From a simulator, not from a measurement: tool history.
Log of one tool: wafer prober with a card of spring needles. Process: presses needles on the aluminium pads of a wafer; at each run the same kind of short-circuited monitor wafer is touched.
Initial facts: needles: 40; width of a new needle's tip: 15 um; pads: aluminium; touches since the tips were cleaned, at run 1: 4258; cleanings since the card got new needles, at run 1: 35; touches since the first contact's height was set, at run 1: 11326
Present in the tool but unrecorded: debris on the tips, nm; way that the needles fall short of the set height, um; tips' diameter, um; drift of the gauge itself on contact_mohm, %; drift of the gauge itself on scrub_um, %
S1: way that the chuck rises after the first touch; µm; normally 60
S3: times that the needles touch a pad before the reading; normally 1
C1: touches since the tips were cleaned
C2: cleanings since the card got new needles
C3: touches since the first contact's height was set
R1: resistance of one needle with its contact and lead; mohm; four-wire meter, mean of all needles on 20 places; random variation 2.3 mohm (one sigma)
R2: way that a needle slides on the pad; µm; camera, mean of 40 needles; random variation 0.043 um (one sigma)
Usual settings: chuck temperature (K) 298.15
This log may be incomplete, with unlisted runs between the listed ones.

{"run": 1, "hour": 0.0, "S1": 60, "chuck temperature (K)": 298.15, "S3": 1, "C1": 4258, "C2": 35, "C3": 11326, "R1": 387, "R2": 15.04}
{"hour": 2.6, "done": "tips cleaned on abrasive film"}
{"hour": 20.5, "done": "tips cleaned on abrasive film"}
{"run": 2, "hour": 22.6, "S1": 60, "chuck temperature (K)": 298.15, "S3": 1, "C1": 588, "C2": 37, "C3": 17829, "R1": 300, "R2": 15.05}
{"hour": 37.9, "done": "tips cleaned on abrasive film"}
{"run": 3, "hour": 37.9, "S1": 60, "chuck temperature (K)": 298.15, "S3": 1, "C1": 11, "C2": 38, "C3": 22260, "R1": 279, "R2": 15.06}
{"hour": 55.5, "done": "tips cleaned on abrasive film"}
{"run": 4, "hour": 60.4, "S1": 69, "chuck temperature (K)": 298.15, "S3": 1, "C1": 1437, "C2": 39, "C3": 28779, "R1": 310, "R2": 17.19}
{"hour": 72.4, "done": "tips cleaned on abrasive film"}
{"run": 5, "hour": 72.6, "S1": 60, "chuck temperature (K)": 298.15, "S3": 1, "C1": 49, "C2": 40, "C3": 32287, "R1": 276, "R2": 15.01}
{"hour": 89.6, "done": "tips cleaned on abrasive film"}
{"run": 6, "hour": 90.9, "S1": 60, "chuck temperature (K)": 298.15, "S3": 2, "C1": 363, "C2": 41, "C3": 37580, "R1": 286, "R2": 14.98}
{"hour": 107.2, "done": "tips cleaned on abrasive film"}
{"run": 7, "hour": 113.3, "S1": 60, "chuck temperature (K)": 298.15, "S3": 2, "C1": 1767, "C2": 42, "C3": 44061, "R1": 300, "R2": 15.0}
{"hour": 123.9, "done": "tips cleaned on abrasive film"}
{"run": 8, "hour": 137.1, "S1": 60, "chuck temperature (K)": 298.15, "S3": 1, "C1": 3828, "C2": 43, "C3": 50962, "R1": 388, "R2": 14.94}
{"hour": 141.0, "done": "tips cleaned on abrasive film"}
{"run": 9, "hour": 152.6, "S1": 60, "chuck temperature (K)": 298.15, "S3": 1, "C1": 3401, "C2": 44, "C3": 55457, "R1": 381, "R2": 14.88}
{"hour": 157.4, "done": "tips cleaned on abrasive film"}
{"run": 10, "hour": 170.3, "S1": 40, "chuck temperature (K)": 298.15, "S3": 1, "C1": 3747, "C2": 45, "C3": 60554, "R1": 528, "R2": 9.9}
{"hour": 175.0, "done": "tips cleaned on abrasive film"}
{"hour": 192.0, "done": "tips cleaned on abrasive film"}
{"run": 11, "hour": 194.4, "S1": 60, "chuck temperature (K)": 298.15, "S3": 2, "C1": 694, "C2": 47, "C3": 67513, "R1": 293, "R2": 14.91}
{"hour": 209.3, "done": "tips cleaned on abrasive film"}
{"run": 12, "hour": 218.2, "S1": 60, "chuck temperature (K)": 298.15, "S3": 1, "C1": 2596, "C2": 48, "C3": 74401, "R1": 357, "R2": 14.92}
{"hour": 226.9, "done": "tips cleaned on abrasive film"}
{"hour": 244.2, "done": "tips cleaned on abrasive film"}
{"run": 13, "hour": 244.7, "S1": 60, "chuck temperature (K)": 298.15, "S3": 2, "C1": 138, "C2": 50, "C3": 82040, "R1": 276, "R2": 14.81}
{"hour": 260.8, "done": "tips cleaned on abrasive film"}
{"run": 14, "hour": 268.5, "S1": 60, "chuck temperature (K)": 298.15, "S3": 2, "C1": 2253, "C2": 51, "C3": 88954, "R1": 314, "R2": 14.84}
{"hour": 277.3, "done": "tips cleaned on abrasive film"}
{"hour": 294.5, "done": "tips cleaned on abrasive film"}
{"run": 15, "hour": 297.0, "S1": 60, "chuck temperature (K)": 298.15, "S3": 2, "C1": 725, "C2": 53, "C3": 97175, "R1": 287, "R2": 14.83}
{"hour": 312.6, "done": "tips cleaned on abrasive film"}
{"run": 16, "hour": 316.1, "S1": 47, "chuck temperature (K)": 298.15, "S3": 1, "C1": 1034, "C2": 54, "C3": 102708, "R1": 355, "R2": 11.51}
{"hour": 330.8, "done": "tips cleaned on abrasive film"}
{"run": 17, "hour": 335.2, "S1": 45, "chuck temperature (K)": 321.15, "S3": 2, "C1": 1299, "C2": 55, "C3": 108233, "R1": 336, "R2": 11.02}
{"hour": 347.9, "done": "tips cleaned on abrasive film"}
{"run": 18, "hour": 359.1, "S1": 45, "chuck temperature (K)": 321.15, "S3": 2, "C1": 3239, "C2": 56, "C3": 115136, "R1": 397, "R2": 10.97}
{"hour": 365.4, "done": "tips cleaned on abrasive film"}
{"run": 19, "hour": 376.4, "S1": 45, "chuck temperature (K)": 360.15, "S3": 2, "C1": 3197, "C2": 57, "C3": 120145, "R1": 404, "R2": 10.96}
{"hour": 382.6, "done": "tips cleaned on abrasive film"}
{"hour": 400.5, "done": "tips cleaned on abrasive film"}
{"run": 20, "hour": 402.0, "S1": 45, "chuck temperature (K)": 360.15, "S3": 2, "C1": 439, "C2": 59, "C3": 127547, "R1": 321, "R2": 10.91}
{"hour": 418.6, "done": "tips cleaned on abrasive film"}
{"run": 21, "hour": 431.1, "S1": 65, "chuck temperature (K)": 339.15, "S3": 2, "C1": 3644, "C2": 60, "C3": 135981, "R1": 334, "R2": 15.97}
{"hour": 435.7, "done": "tips cleaned on abrasive film"}
{"run": 22, "hour": 450.9, "S1": 65, "chuck temperature (K)": 339.15, "S3": 2, "C1": 4410, "C2": 61, "C3": 141695, "R1": 340, "R2": 15.98}
{"hour": 453.3, "done": "tips cleaned on abrasive film"}
{"hour": 469.9, "done": "tips cleaned on abrasive film"}
{"run": 23, "hour": 472.1, "S1": 65, "chuck temperature (K)": 339.15, "S3": 2, "C1": 646, "C2": 63, "C3": 147805, "R1": 293, "R2": 15.91}
{"hour": 487.6, "done": "tips cleaned on abrasive film"}
{"run": 24, "hour": 491.0, "S1": 55, "chuck temperature (K)": 308.15, "S3": 2, "C1": 979, "C2": 64, "C3": 153265, "R1": 309, "R2": 13.4}
{"hour": 505.7, "done": "tips cleaned on abrasive film"}
{"run": 25, "hour": 510.1, "S1": 55, "chuck temperature (K)": 308.15, "S3": 2, "C1": 1297, "C2": 65, "C3": 158813, "R1": 307, "R2": 13.31}
{"hour": 522.0, "done": "tips cleaned on abrasive film"}
{"run": 26, "hour": 525.4, "S1": 55, "chuck temperature (K)": 308.15, "S3": 2, "C1": 982, "C2": 66, "C3": 163224, "R1": 298, "R2": 13.32}
{"hour": 538.7, "done": "tips cleaned on abrasive film"}
{"run": 27, "hour": 550.4, "S1": 55, "chuck temperature (K)": 308.15, "S3": 2, "C1": 3392, "C2": 67, "C3": 170461, "R1": 360, "R2": 13.27}
{"hour": 556.3, "done": "tips cleaned on abrasive film"}
{"hour": 574.0, "done": "tips cleaned on abrasive film"}
{"run": 28, "hour": 578.3, "S1": 60, "chuck temperature (K)": 298.15, "S3": 2, "C1": 1257, "C2": 69, "C3": 178522, "R1": 298, "R2": 14.6}

Forecast each of these 3 alternatives for the next run:
{"hour": 582.4, "done": "height of the first contact set anew"}
{"hour": 592.6, "done": "tips cleaned on abrasive film"}
{"run": "A", "hour": 603.1, "S1": 62, "chuck temperature (K)": 369.15, "S3": 2, "C1": 3053, "C2": 70, "C3": 6004, "R1": "?", "R2": "?"}
{"hour": 582.4, "done": "height of the first contact set anew"}
{"hour": 592.6, "done": "tips cleaned on abrasive film"}
{"run": "B", "hour": 603.1, "S1": 56, "chuck temperature (K)": 397.15, "S3": 2, "C1": 3053, "C2": 70, "C3": 6004, "R1": "?", "R2": "?"}
{"hour": 582.4, "done": "height of the first contact set anew"}
{"hour": 592.6, "done": "tips cleaned on abrasive film"}
{"run": "C", "hour": 603.1, "S1": 67, "chuck temperature (K)": 300.15, "S3": 2, "C1": 3053, "C2": 70, "C3": 6004, "R1": "?", "R2": "?"}

run=A R1=342 R2=15.48
run=B R1=362 R2=14.06
run=C R1=316 R2=16.82
Had the tool no hidden state, the same runs would have come out as:
run=A R1=283 R2=15.49
run=B R1=296 R2=14.07
run=C R1=259 R2=16.83
